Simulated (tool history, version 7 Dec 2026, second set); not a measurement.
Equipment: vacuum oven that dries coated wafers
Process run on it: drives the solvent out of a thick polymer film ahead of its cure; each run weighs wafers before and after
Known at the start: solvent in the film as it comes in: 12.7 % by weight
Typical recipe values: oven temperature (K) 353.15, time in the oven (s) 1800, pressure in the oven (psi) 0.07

| run | hour | oven temperature (K) | time in the oven (s) | pressure in the oven (psi) | solvent left in the film (%) |
|---|---|---|---|---|---|
| 1 | 0 | 353.15 | 1800 | 0.07 | 2.85 |
| 2 | 38.5 | 353.15 | 1800 | 0.07 | 2.89 |
| 3 | 60.7 | 353.15 | 1800 | 0.07 | 2.89 |
| 4 | 99.7 | 353.15 | 1800 | 0.07 | 2.88 |
| 5 | 128.3 | 353.15 | 1320 | 0.07 | 3.98 |
| 6 | 170.8 | 353.15 | 1320 | 0.07 | 3.95 |

What will run 7 give?
| 7 | 198.8 | 353.15 | 1320 | 0.07 | ? |

Run 7 came out at solvent left in the film (%) 3.94.
On a tool with no hidden condition, and with the same random variation, this run would have come out at solvent left in the film (%) 3.96.
